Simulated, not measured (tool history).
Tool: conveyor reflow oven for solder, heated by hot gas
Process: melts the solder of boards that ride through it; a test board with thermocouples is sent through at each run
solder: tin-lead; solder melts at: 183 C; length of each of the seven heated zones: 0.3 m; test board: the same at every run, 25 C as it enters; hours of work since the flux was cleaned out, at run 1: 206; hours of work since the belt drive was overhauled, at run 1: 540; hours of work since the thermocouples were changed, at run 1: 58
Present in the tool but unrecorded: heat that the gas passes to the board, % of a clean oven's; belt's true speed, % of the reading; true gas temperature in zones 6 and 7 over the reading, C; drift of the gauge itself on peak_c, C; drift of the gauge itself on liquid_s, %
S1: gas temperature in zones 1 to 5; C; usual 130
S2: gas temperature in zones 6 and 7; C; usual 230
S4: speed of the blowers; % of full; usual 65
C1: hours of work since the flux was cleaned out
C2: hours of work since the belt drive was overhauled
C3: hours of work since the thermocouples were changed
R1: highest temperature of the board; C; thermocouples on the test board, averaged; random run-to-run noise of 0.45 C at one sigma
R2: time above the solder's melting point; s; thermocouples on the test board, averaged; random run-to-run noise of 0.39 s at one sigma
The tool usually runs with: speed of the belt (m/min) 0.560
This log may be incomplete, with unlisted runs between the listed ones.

{"run": 1, "hour": 0.0, "S1": 130, "S2": 230, "speed of the belt (m/min)": 0.56, "S4": 65, "C1": 206, "C2": 540, "C3": 58, "R1": 209.8, "R2": 40.6}
{"run": 2, "hour": 41.9, "S1": 118, "S2": 230, "speed of the belt (m/min)": 0.56, "S4": 65, "C1": 223, "C2": 558, "C3": 75, "R1": 208.3, "R2": 35.6}
{"run": 3, "hour": 61.3, "S1": 118, "S2": 230, "speed of the belt (m/min)": 0.56, "S4": 65, "C1": 231, "C2": 566, "C3": 84, "R1": 208.7, "R2": 35.8}
{"run": 4, "hour": 101.3, "S1": 118, "S2": 230, "speed of the belt (m/min)": 0.56, "S4": 65, "C1": 248, "C2": 583, "C3": 100, "R1": 207.7, "R2": 35.7}
{"hour": 108.2, "done": "belt drive overhauled, speed set with a stopwatch"}
{"hour": 133.1, "done": "flux residue cleaned out of gas plates and filters"}
{"run": 5, "hour": 137.0, "S1": 132, "S2": 230, "speed of the belt (m/min)": 0.56, "S4": 65, "C1": 2, "C2": 10, "C3": 111, "R1": 211.6, "R2": 43.6}
{"run": 6, "hour": 162.3, "S1": 132, "S2": 230, "speed of the belt (m/min)": 0.56, "S4": 65, "C1": 12, "C2": 20, "C3": 122, "R1": 212.2, "R2": 43.5}
{"run": 7, "hour": 199.2, "S1": 132, "S2": 230, "speed of the belt (m/min)": 0.56, "S4": 60, "C1": 27, "C2": 36, "C3": 137, "R1": 211.2, "R2": 42.1}
{"run": 8, "hour": 233.4, "S1": 130, "S2": 230, "speed of the belt (m/min)": 0.523, "S4": 65, "C1": 42, "C2": 50, "C3": 151, "R1": 213.9, "R2": 48.8}
{"run": 9, "hour": 277.3, "S1": 130, "S2": 228, "speed of the belt (m/min)": 0.486, "S4": 65, "C1": 60, "C2": 68, "C3": 170, "R1": 213.7, "R2": 52.6}
{"run": 10, "hour": 304.2, "S1": 139, "S2": 230, "speed of the belt (m/min)": 0.476, "S4": 65, "C1": 71, "C2": 79, "C3": 181, "R1": 218.0, "R2": 59.7}
{"hour": 314.5, "done": "belt drive overhauled, speed set with a stopwatch, once more"}
{"run": 11, "hour": 340.5, "S1": 130, "S2": 218, "speed of the belt (m/min)": 0.56, "S4": 53, "C1": 85, "C2": 11, "C3": 194, "R1": 198.2, "R2": 26.7}

Each row is a separate what-if for the run after 11, all from the same tool condition, not one after another. Results?
{"run": "A", "hour": 368.0, "S1": 141, "S2": 245, "speed of the belt (m/min)": 0.582, "S4": 65, "C1": 96, "C2": 22, "C3": 206, "R1": "?", "R2": "?"}
{"run": "B", "hour": 368.0, "S1": 130, "S2": 240, "speed of the belt (m/min)": 0.466, "S4": 65, "C1": 96, "C2": 22, "C3": 206, "R1": "?", "R2": "?"}
{"run": "C", "hour": 368.0, "S1": 130, "S2": 228, "speed of the belt (m/min)": 0.56, "S4": 55, "C1": 96, "C2": 22, "C3": 206, "R1": "?", "R2": "?"}

run=A R1=224.5 R2=49.7
run=B R1=225.3 R2=61.7
run=C R1=206.2 R2=37.0
The same runs, with their run-to-run variation unchanged, on a tool lacking any hidden condition would have given:
run=A R1=225.9 R2=50.4
run=B R1=226.5 R2=62.5
run=C R1=207.5 R2=38.3
